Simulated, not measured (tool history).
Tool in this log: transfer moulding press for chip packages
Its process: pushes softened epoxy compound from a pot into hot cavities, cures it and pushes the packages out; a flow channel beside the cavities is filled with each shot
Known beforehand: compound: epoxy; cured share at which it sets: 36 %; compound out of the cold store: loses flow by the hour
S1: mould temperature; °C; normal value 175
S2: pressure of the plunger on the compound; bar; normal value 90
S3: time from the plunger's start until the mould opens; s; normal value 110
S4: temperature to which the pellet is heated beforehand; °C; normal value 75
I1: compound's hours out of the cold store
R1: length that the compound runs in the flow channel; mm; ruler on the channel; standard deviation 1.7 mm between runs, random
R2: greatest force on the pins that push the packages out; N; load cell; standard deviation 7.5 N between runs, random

run	hour	S1	S2	S3	S4	I1	R1	R2
1	0	175	90	110	75	9.4	760	336
2	30.8	175	71.7	110	75	26.7	631	323
3	72.3	175	90	110	75	26.3	707	322
4	97.5	175	90	110	75	31.7	695	327
5	134.7	175	90	110	75	36.8	677	311
6	176.9	175	90	110	75	26.4	710	326
7	219.3	175	90	110	75	31.5	690	322
8	269	182	90	110	75	26.3	687	279
9	306.7	182	90	110	75	30	676	280
10	338.3	182	90	110	75	8.9	735	282
11	368.8	182	90	110	75	44.5	635	286
12	420.8	182	90	110	84	36.5	659	270
13	463.2	182	90	111	84	21.3	697	276
14	498.3	175	90	110	75	44.6	654	311
15	545.3	175	90	110	75	9.2	761	319
16	598.3	180	90	110	68	40	656	286
17	650.9	174	90	96	77	37	683	398
18	691.7	179	90	96	76	47.6	637	315
19	734.8	179	86.7	116	76	40.3	645	280
20	772	172	90	146	75	28.5	713	272
21	822.3	172	90	124	75	13.4	758	314
22	870.8	172	90	113	75	44.1	670	327
23	920.1	172	90	113	75	11	768	371
24	969.6	171	77.1	113	77	13.7	706	370
25	1006	177	104.9	106	81	30.1	746	305
26	1052	177	104.9	106	81	44.9	701	301
27	1077.6	169	68.5	110	75	23.9	646	428
28	1121	177	90.3	148	70	16.3	731	272

Not shown: 21 entries that the log had between the listed runs. Between which runs, and how does the tool's hidden state differ before and after?
Run 1 -> run 2: plunger's sealing rings changed (hour 18.2)
  pressure that reaches the compound, % of what is set: 99.81 -> 99.99; grip of the stained cavities, % over clean ones': 0 -> 0.8
Run 2 -> run 3: cavities cleaned with cleaning compound and waxed (hour 65.4)
  pressure that reaches the compound, % of what is set: 99.99 -> 99.98; grip of the stained cavities, % over clean ones': 0.8 -> 0.3
Run 4 -> run 5: cavities cleaned with cleaning compound and waxed (hour 128.5)
  pressure that reaches the compound, % of what is set: 99.97 -> 99.96; grip of the stained cavities, % over clean ones': 0.9 -> 0.2
Run 6 -> run 7: cavities cleaned with cleaning compound and waxed (hour 191.3)
  true mould temperature over the reading, C: 0 -> 0.01; pressure that reaches the compound, % of what is set: 99.95 -> 99.94; grip of the stained cavities, % over clean ones': 1.2 -> 0.8
Run 7 -> run 8: mould's thermocouples calibrated (hour 249.8); cavities cleaned with cleaning compound and waxed (hour 257.5)
  true mould temperature over the reading, C: 0.01 -> 0; pressure that reaches the compound, % of what is set: 99.94 -> 99.92; grip of the stained cavities, % over clean ones': 0.8 -> 0.4
Run 9 -> run 10: cavities cleaned with cleaning compound and waxed (hour 318.8)
  pressure that reaches the compound, % of what is set: 99.91 -> 99.9; grip of the stained cavities, % over clean ones': 1.1 -> 0.6
Run 11 -> run 12: cavities cleaned with cleaning compound and waxed (hour 383.1)
  pressure that reaches the compound, % of what is set: 99.89 -> 99.87; grip of the stained cavities, % over clean ones': 1.2 -> 1
Run 12 -> run 13: cavities cleaned with cleaning compound and waxed (hour 446)
  pressure that reaches the compound, % of what is set: 99.87 -> 99.86; grip of the stained cavities, % over clean ones': 1 -> 0.6
Run 14 -> run 15: cavities cleaned with cleaning compound and waxed (hour 508.1)
  pressure that reaches the compound, % of what is set: 99.84 -> 99.83; grip of the stained cavities, % over clean ones': 1.2 -> 1
Run 15 -> run 16: cavities cleaned with cleaning compound and waxed (hour 571); plunger's sealing rings changed (hour 591.5)
  true mould temperature over the reading, C: 0 -> 0.01; pressure that reaches the compound, % of what is set: 99.83 -> 100; grip of the stained cavities, % over clean ones': 1 -> 0.8
Run 16 -> run 17: cavities cleaned with cleaning compound and waxed (hour 635.7)
  pressure that reaches the compound, % of what is set: 100 -> 99.98; grip of the stained cavities, % over clean ones': 0.8 -> 0.5
Run 18 -> run 19: cavities cleaned with cleaning compound and waxed (hour 697.7)
  pressure that reaches the compound, % of what is set: 99.97 -> 99.95; grip of the stained cavities, % over clean ones': 1.2 -> 1
Run 19 -> run 20: cavities cleaned with cleaning compound and waxed (hour 760.5)
  pressure that reaches the compound, % of what is set: 99.95 -> 99.94; grip of the stained cavities, % over clean ones': 1 -> 0.4
Run 20 -> run 21: cavities cleaned with cleaning compound and waxed (hour 822.3)
  pressure that reaches the compound, % of what is set: 99.94 -> 99.92; grip of the stained cavities, % over clean ones': 0.4 -> 0.1
Run 22 -> run 23: cavities cleaned with cleaning compound and waxed (hour 886.1)
  pressure that reaches the compound, % of what is set: 99.91 -> 99.89; grip of the stained cavities, % over clean ones': 1.2 -> 0.9
Run 23 -> run 24: mould's thermocouples calibrated (hour 935.4); cavities cleaned with cleaning compound and waxed (hour 950.6)
  true mould temperature over the reading, C: 0.01 -> 0; pressure that reaches the compound, % of what is set: 99.89 -> 99.88; grip of the stained cavities, % over clean ones': 0.9 -> 0.6
Run 25 -> run 26: cavities cleaned with cleaning compound and waxed (hour 1015.8)
  pressure that reaches the compound, % of what is set: 99.87 -> 99.85; grip of the stained cavities, % over clean ones': 1.2 -> 1
Run 26 -> run 27: cavities cleaned with cleaning compound and waxed (hour 1077.6)
  pressure that reaches the compound, % of what is set: 99.85 -> 99.84; grip of the stained cavities, % over clean ones': 1 -> 0
